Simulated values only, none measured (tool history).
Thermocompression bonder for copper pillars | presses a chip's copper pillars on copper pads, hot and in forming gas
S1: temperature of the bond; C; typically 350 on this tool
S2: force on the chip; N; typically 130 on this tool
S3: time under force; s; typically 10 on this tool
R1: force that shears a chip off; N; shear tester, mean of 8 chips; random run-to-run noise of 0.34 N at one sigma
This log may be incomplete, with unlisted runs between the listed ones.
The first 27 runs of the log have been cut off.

At day 60.129: forming gas filter changed.
Run 28, day 60.746: usual settings but S1 332 C, S2 87 N, S3 23 s. Result: R1 53.8 N.
Run 29, day 62.675: usual settings but S1 332 C, S2 87 N, S3 23 s. Result: R1 54.3 N.
Run 30, day 64.812: usual settings but S2 121 N, S3 15 s. Result: R1 64.9 N.
At day 67.108: gauge calibrated.
Run 31, day 67.388: usual settings but S2 121 N, S3 15 s. Result: R1 67.5 N.
At day 68.279: forming gas filter changed.
Run 32, day 70.517: usual settings but S1 353 C, S2 153 N. Result: R1 66.8 N.
Run 33, day 72.6: usual settings but S1 338 C, S2 166 N, S3 17 s. Result: R1 72.4 N.
Run 34, day 73.888: usual settings but S1 338 C, S2 166 N, S3 14 s. Result: R1 67.9 N.
Run 35, day 75.921: usual settings but S1 339 C, S2 99 N. Result: R1 45.9 N.
At day 76.312: forming gas filter changed.
Run 36, day 78.883: usual settings but S1 368 C, S2 164 N, S3 28 s. Result: R1 106.9 N.
Run 37, day 80.433: usual settings but S1 368 C, S2 84 N, S3 15 s. Result: R1 66.5 N.
Run 38, day 81.779: usual settings but S3 8 s. Result: R1 54.7 N.

Consider 3 possible next runs. They are alternatives, not a sequence: every one starts from the tool as it was left by run 38. What does each give?
At day 83.846: force cell calibrated.
Run A, day 84.292: usual settings but S2 94 N, S3 8 s. Result: R1 ?.
At day 83.846: force cell calibrated.
Run B, day 84.292: usual settings but S1 339 C, S2 88 N, S3 16 s. Result: R1 ?.
At day 83.846: force cell calibrated.
Run C, day 84.292: usual settings but S1 373 C, S2 105 N, S3 18 s. Result: R1 ?.

run    R1
  A  45.4
  B  52.1
  C    81
The same runs, with their run-to-run variation unchanged, on a tool lacking any hidden condition would have given:
run    R1
  A  45.9
  B  52.7
  C  81.9
